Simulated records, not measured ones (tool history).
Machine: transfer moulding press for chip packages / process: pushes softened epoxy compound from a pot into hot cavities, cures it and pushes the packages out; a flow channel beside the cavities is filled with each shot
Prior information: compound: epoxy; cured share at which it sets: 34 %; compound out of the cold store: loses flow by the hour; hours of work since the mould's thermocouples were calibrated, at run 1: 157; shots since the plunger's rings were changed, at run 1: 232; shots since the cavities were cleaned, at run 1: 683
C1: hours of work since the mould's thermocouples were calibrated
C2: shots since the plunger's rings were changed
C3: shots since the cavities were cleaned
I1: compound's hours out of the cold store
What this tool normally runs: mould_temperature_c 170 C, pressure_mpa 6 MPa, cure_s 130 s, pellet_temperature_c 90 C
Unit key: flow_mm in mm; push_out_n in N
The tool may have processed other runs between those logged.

{"run": 1, "hour": 0.0, "mould_temperature_c": 170, "pressure_mpa": 6, "cure_s": 130, "pellet_temperature_c": 90, "C1": 157, "C2": 232, "C3": 683, "I1": 39.1, "flow_mm": 625, "push_out_n": 295}
{"run": 2, "hour": 5.5, "mould_temperature_c": 173, "pressure_mpa": 6, "cure_s": 130, "pellet_temperature_c": 90, "C1": 160, "C2": 273, "C3": 724, "I1": 42.6, "flow_mm": 601, "push_out_n": 258}
{"run": 3, "hour": 12.6, "mould_temperature_c": 170, "pressure_mpa": 6, "cure_s": 130, "pellet_temperature_c": 90, "C1": 164, "C2": 327, "C3": 778, "I1": 15.7, "flow_mm": 672, "push_out_n": 294}
{"run": 4, "hour": 22.0, "mould_temperature_c": 170, "pressure_mpa": 6, "cure_s": 130, "pellet_temperature_c": 90, "C1": 168, "C2": 397, "C3": 848, "I1": 42.6, "flow_mm": 613, "push_out_n": 293}
{"hour": 26.0, "done": "cavities cleaned with cleaning compound and waxed"}
{"run": 5, "hour": 30.9, "mould_temperature_c": 176, "pressure_mpa": 6, "cure_s": 130, "pellet_temperature_c": 90, "C1": 172, "C2": 453, "C3": 36, "I1": 39.5, "flow_mm": 600, "push_out_n": 256}
{"run": 6, "hour": 40.4, "mould_temperature_c": 176, "pressure_mpa": 6, "cure_s": 130, "pellet_temperature_c": 90, "C1": 177, "C2": 525, "C3": 108, "I1": 28, "flow_mm": 627, "push_out_n": 255}
{"run": 7, "hour": 48.2, "mould_temperature_c": 170, "pressure_mpa": 6, "cure_s": 130, "pellet_temperature_c": 86, "C1": 181, "C2": 584, "C3": 167, "I1": 11.7, "flow_mm": 689, "push_out_n": 300}
{"run": 8, "hour": 53.3, "mould_temperature_c": 170, "pressure_mpa": 6, "cure_s": 130, "pellet_temperature_c": 86, "C1": 184, "C2": 622, "C3": 205, "I1": 42.5, "flow_mm": 606, "push_out_n": 293}
{"run": 9, "hour": 59.3, "mould_temperature_c": 170, "pressure_mpa": 6, "cure_s": 130, "pellet_temperature_c": 90, "C1": 187, "C2": 667, "C3": 250, "I1": 46.1, "flow_mm": 607, "push_out_n": 297}
{"run": 10, "hour": 68.9, "mould_temperature_c": 170, "pressure_mpa": 6, "cure_s": 130, "pellet_temperature_c": 90, "C1": 191, "C2": 739, "C3": 322, "I1": 19.4, "flow_mm": 675, "push_out_n": 289}
{"run": 11, "hour": 77.3, "mould_temperature_c": 170, "pressure_mpa": 6, "cure_s": 130, "pellet_temperature_c": 90, "C1": 196, "C2": 802, "C3": 385, "I1": 45.3, "flow_mm": 608, "push_out_n": 288}
{"run": 12, "hour": 86.4, "mould_temperature_c": 170, "pressure_mpa": 6, "cure_s": 130, "pellet_temperature_c": 80, "C1": 200, "C2": 871, "C3": 454, "I1": 20.5, "flow_mm": 667, "push_out_n": 303}
{"run": 13, "hour": 96.0, "mould_temperature_c": 170, "pressure_mpa": 6, "cure_s": 130, "pellet_temperature_c": 80, "C1": 205, "C2": 943, "C3": 526, "I1": 14.7, "flow_mm": 672, "push_out_n": 298}
{"run": 14, "hour": 101.9, "mould_temperature_c": 170, "pressure_mpa": 6, "cure_s": 130, "pellet_temperature_c": 80, "C1": 208, "C2": 988, "C3": 571, "I1": 17, "flow_mm": 671, "push_out_n": 297}
{"run": 15, "hour": 107.2, "mould_temperature_c": 170, "pressure_mpa": 6, "cure_s": 130, "pellet_temperature_c": 80, "C1": 211, "C2": 1028, "C3": 611, "I1": 14, "flow_mm": 678, "push_out_n": 308}
{"run": 16, "hour": 115.1, "mould_temperature_c": 170, "pressure_mpa": 6, "cure_s": 138, "pellet_temperature_c": 95, "C1": 215, "C2": 1087, "C3": 670, "I1": 9.8, "flow_mm": 694, "push_out_n": 274}
{"run": 17, "hour": 124.5, "mould_temperature_c": 170, "pressure_mpa": 7.34, "cure_s": 131, "pellet_temperature_c": 90, "C1": 220, "C2": 1158, "C3": 741, "I1": 28.9, "flow_mm": 714, "push_out_n": 297}
{"run": 18, "hour": 134.1, "mould_temperature_c": 170, "pressure_mpa": 6, "cure_s": 128, "pellet_temperature_c": 98, "C1": 225, "C2": 1230, "C3": 813, "I1": 11.1, "flow_mm": 686, "push_out_n": 291}
{"hour": 142.9, "done": "cavities cleaned with cleaning compound and waxed"}
{"run": 19, "hour": 142.9, "mould_temperature_c": 170, "pressure_mpa": 6, "cure_s": 151, "pellet_temperature_c": 98, "C1": 228, "C2": 1285, "C3": 0, "I1": 29.2, "flow_mm": 648, "push_out_n": 268}
{"run": 20, "hour": 149.1, "mould_temperature_c": 170, "pressure_mpa": 6, "cure_s": 130, "pellet_temperature_c": 99, "C1": 231, "C2": 1332, "C3": 47, "I1": 10.6, "flow_mm": 700, "push_out_n": 294}
{"run": 21, "hour": 155.4, "mould_temperature_c": 171, "pressure_mpa": 6, "cure_s": 159, "pellet_temperature_c": 90, "C1": 235, "C2": 1379, "C3": 94, "I1": 42.2, "flow_mm": 609, "push_out_n": 254}
{"run": 22, "hour": 164.0, "mould_temperature_c": 174, "pressure_mpa": 4.74, "cure_s": 120, "pellet_temperature_c": 81, "C1": 239, "C2": 1444, "C3": 159, "I1": 30.6, "flow_mm": 558, "push_out_n": 293}
{"run": 23, "hour": 173.0, "mould_temperature_c": 167, "pressure_mpa": 4.74, "cure_s": 120, "pellet_temperature_c": 81, "C1": 244, "C2": 1512, "C3": 227, "I1": 29, "flow_mm": 573, "push_out_n": 412}
{"run": 24, "hour": 177.3, "mould_temperature_c": 171, "pressure_mpa": 4.67, "cure_s": 138, "pellet_temperature_c": 92, "C1": 246, "C2": 1544, "C3": 259, "I1": 47.3, "flow_mm": 528, "push_out_n": 253}
{"run": 25, "hour": 184.5, "mould_temperature_c": 171, "pressure_mpa": 7.06, "cure_s": 138, "pellet_temperature_c": 94, "C1": 249, "C2": 1598, "C3": 313, "I1": 36.3, "flow_mm": 676, "push_out_n": 279}
{"run": 26, "hour": 191.8, "mould_temperature_c": 170, "pressure_mpa": 6.04, "cure_s": 130, "pellet_temperature_c": 93, "C1": 253, "C2": 1654, "C3": 369, "I1": 44.7, "flow_mm": 603, "push_out_n": 294}
{"run": 27, "hour": 197.2, "mould_temperature_c": 170, "pressure_mpa": 6.04, "cure_s": 130, "pellet_temperature_c": 93, "C1": 256, "C2": 1694, "C3": 409, "I1": 44.6, "flow_mm": 605, "push_out_n": 281}
{"run": 28, "hour": 204.9, "mould_temperature_c": 170, "pressure_mpa": 6.04, "cure_s": 130, "pellet_temperature_c": 93, "C1": 260, "C2": 1752, "C3": 467, "I1": 11.9, "flow_mm": 689, "push_out_n": 290}
{"run": 29, "hour": 213.7, "mould_temperature_c": 172, "pressure_mpa": 6.81, "cure_s": 156, "pellet_temperature_c": 98, "C1": 264, "C2": 1819, "C3": 534, "I1": 36.5, "flow_mm": 662, "push_out_n": 259}

Branching from run 29: 3 alternative next runs. What would each branch give?
{"run": "A", "hour": 218.3, "mould_temperature_c": 172, "pressure_mpa": 6.81, "cure_s": 115, "pellet_temperature_c": 98, "C1": 267, "C2": 1853, "C3": 568, "I1": 35.3, "flow_mm": "?", "push_out_n": "?"}
{"run": "B", "hour": 218.3, "mould_temperature_c": 173, "pressure_mpa": 4.51, "cure_s": 156, "pellet_temperature_c": 98, "C1": 267, "C2": 1853, "C3": 568, "I1": 11.9, "flow_mm": "?", "push_out_n": "?"}
{"run": "C", "hour": 218.3, "mould_temperature_c": 175, "pressure_mpa": 7.42, "cure_s": 130, "pellet_temperature_c": 90, "C1": 267, "C2": 1853, "C3": 568, "I1": 41.6, "flow_mm": "?", "push_out_n": "?"}

run=A flow_mm=656 push_out_n=306
run=B flow_mm=586 push_out_n=263
run=C flow_mm=666 push_out_n=252
With no hidden state in the tool, these same runs would have given:
run=A flow_mm=656 push_out_n=304
run=B flow_mm=586 push_out_n=261
run=C flow_mm=667 push_out_n=250
